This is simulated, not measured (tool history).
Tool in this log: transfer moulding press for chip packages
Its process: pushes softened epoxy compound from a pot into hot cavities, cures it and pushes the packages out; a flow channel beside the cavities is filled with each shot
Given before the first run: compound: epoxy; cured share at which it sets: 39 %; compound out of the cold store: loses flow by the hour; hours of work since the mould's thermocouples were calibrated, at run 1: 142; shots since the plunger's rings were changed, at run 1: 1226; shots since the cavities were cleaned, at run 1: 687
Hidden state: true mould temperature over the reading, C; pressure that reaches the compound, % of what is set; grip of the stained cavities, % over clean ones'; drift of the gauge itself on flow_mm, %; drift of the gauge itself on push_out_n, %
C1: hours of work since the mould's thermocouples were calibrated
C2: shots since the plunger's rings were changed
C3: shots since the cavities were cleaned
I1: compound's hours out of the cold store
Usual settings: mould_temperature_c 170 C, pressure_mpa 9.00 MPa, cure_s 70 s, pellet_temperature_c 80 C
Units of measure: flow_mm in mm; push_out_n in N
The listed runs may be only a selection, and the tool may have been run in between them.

run 1 day=0.000 | mould_temperature_c=170 pressure_mpa=9.00 cure_s=70 pellet_temperature_c=80 | C1=142 C2=1226 C3=687 | I1=27.3 | flow_mm=658 push_out_n=667
run 2 day=0.567 | mould_temperature_c=170 pressure_mpa=9.00 cure_s=70 pellet_temperature_c=76 | C1=150 C2=1385 C3=846 | I1=44.1 | flow_mm=606 push_out_n=628
-- day=1.488 cavities cleaned with cleaning compound and waxed
run 3 day=1.800 | mould_temperature_c=170 pressure_mpa=9.00 cure_s=70 pellet_temperature_c=80 | C1=165 C2=1714 C3=88 | I1=43.6 | flow_mm=607 push_out_n=500
run 4 day=2.696 | mould_temperature_c=170 pressure_mpa=9.00 cure_s=70 pellet_temperature_c=80 | C1=177 C2=1965 C3=339 | I1=37.0 | flow_mm=614 push_out_n=580
run 5 day=3.575 | mould_temperature_c=170 pressure_mpa=9.00 cure_s=70 pellet_temperature_c=80 | C1=189 C2=2212 C3=586 | I1=15.6 | flow_mm=682 push_out_n=656
run 6 day=4.362 | mould_temperature_c=170 pressure_mpa=8.81 cure_s=70 pellet_temperature_c=80 | C1=199 C2=2433 C3=807 | I1=28.4 | flow_mm=636 push_out_n=642
-- day=5.408 cavities cleaned with cleaning compound and waxed
run 7 day=5.533 | mould_temperature_c=170 pressure_mpa=8.81 cure_s=70 pellet_temperature_c=80 | C1=214 C2=2744 C3=36 | I1=32.3 | flow_mm=623 push_out_n=473
run 8 day=6.467 | mould_temperature_c=170 pressure_mpa=9.00 cure_s=70 pellet_temperature_c=80 | C1=226 C2=3006 C3=298 | I1=42.5 | flow_mm=594 push_out_n=538
run 9 day=7.033 | mould_temperature_c=170 pressure_mpa=7.46 cure_s=70 pellet_temperature_c=80 | C1=233 C2=3164 C3=456 | I1=10.7 | flow_mm=642 push_out_n=639
-- day=7.208 mould's thermocouples calibrated
run 10 day=8.188 | mould_temperature_c=170 pressure_mpa=7.46 cure_s=70 pellet_temperature_c=80 | C1=13 C2=3465 C3=757 | I1=21.6 | flow_mm=592 push_out_n=671
-- day=9.404 cavities cleaned with cleaning compound and waxed
run 11 day=9.404 | mould_temperature_c=170 pressure_mpa=7.46 cure_s=70 pellet_temperature_c=80 | C1=28 C2=3789 C3=0 | I1=46.4 | flow_mm=518 push_out_n=438
-- day=9.717 mould's thermocouples calibrated, once more
-- day=9.821 plunger's sealing rings changed
run 12 day=10.146 | mould_temperature_c=170 pressure_mpa=7.46 cure_s=99 pellet_temperature_c=80 | C1=4 C2=90 C3=155 | I1=28.2 | flow_mm=613 push_out_n=383
run 13 day=10.854 | mould_temperature_c=170 pressure_mpa=9.00 cure_s=52 pellet_temperature_c=80 | C1=14 C2=289 C3=354 | I1=27.8 | flow_mm=667 push_out_n=1204
run 14 day=11.896 | mould_temperature_c=170 pressure_mpa=7.83 cure_s=78 pellet_temperature_c=87 | C1=27 C2=581 C3=646 | I1=47.2 | flow_mm=559 push_out_n=534
run 15 day=12.692 | mould_temperature_c=163 pressure_mpa=7.81 cure_s=53 pellet_temperature_c=86 | C1=38 C2=805 C3=870 | I1=11.4 | flow_mm=682 push_out_n=1929
-- day=13.533 cavities cleaned with cleaning compound and waxed
run 16 day=13.738 | mould_temperature_c=166 pressure_mpa=10.63 cure_s=78 pellet_temperature_c=80 | C1=51 C2=1082 C3=58 | I1=45.5 | flow_mm=647 push_out_n=477
run 17 day=14.254 | mould_temperature_c=175 pressure_mpa=10.35 cure_s=78 pellet_temperature_c=80 | C1=58 C2=1226 C3=202 | I1=25.6 | flow_mm=707 push_out_n=408
run 18 day=14.938 | mould_temperature_c=175 pressure_mpa=7.81 cure_s=78 pellet_temperature_c=80 | C1=67 C2=1418 C3=394 | I1=23.1 | flow_mm=628 push_out_n=434
run 19 day=15.800 | mould_temperature_c=172 pressure_mpa=9.00 cure_s=59 pellet_temperature_c=80 | C1=78 C2=1660 C3=636 | I1=8.8 | flow_mm=720 push_out_n=920
run 20 day=16.725 | mould_temperature_c=172 pressure_mpa=9.00 cure_s=59 pellet_temperature_c=80 | C1=90 C2=1919 C3=895 | I1=29.1 | flow_mm=637 push_out_n=811

Results per run with the tool's hidden condition removed, run-to-run variation unchanged:
run=1 flow_mm=675 push_out_n=477
run=2 flow_mm=622 push_out_n=439
run=3 flow_mm=627 push_out_n=459
run=4 flow_mm=638 push_out_n=459
run=5 flow_mm=712 push_out_n=482
run=6 flow_mm=666 push_out_n=456
run=7 flow_mm=657 push_out_n=463
run=8 flow_mm=629 push_out_n=432
run=9 flow_mm=681 push_out_n=487
run=10 flow_mm=632 push_out_n=489
run=11 flow_mm=556 push_out_n=448
run=12 flow_mm=615 push_out_n=324
run=13 flow_mm=672 push_out_n=935
run=14 flow_mm=565 push_out_n=381
run=15 flow_mm=693 push_out_n=1341
run=16 flow_mm=660 push_out_n=447
run=17 flow_mm=723 push_out_n=338
run=18 flow_mm=644 push_out_n=328
run=19 flow_mm=741 push_out_n=674
run=20 flow_mm=659 push_out_n=573
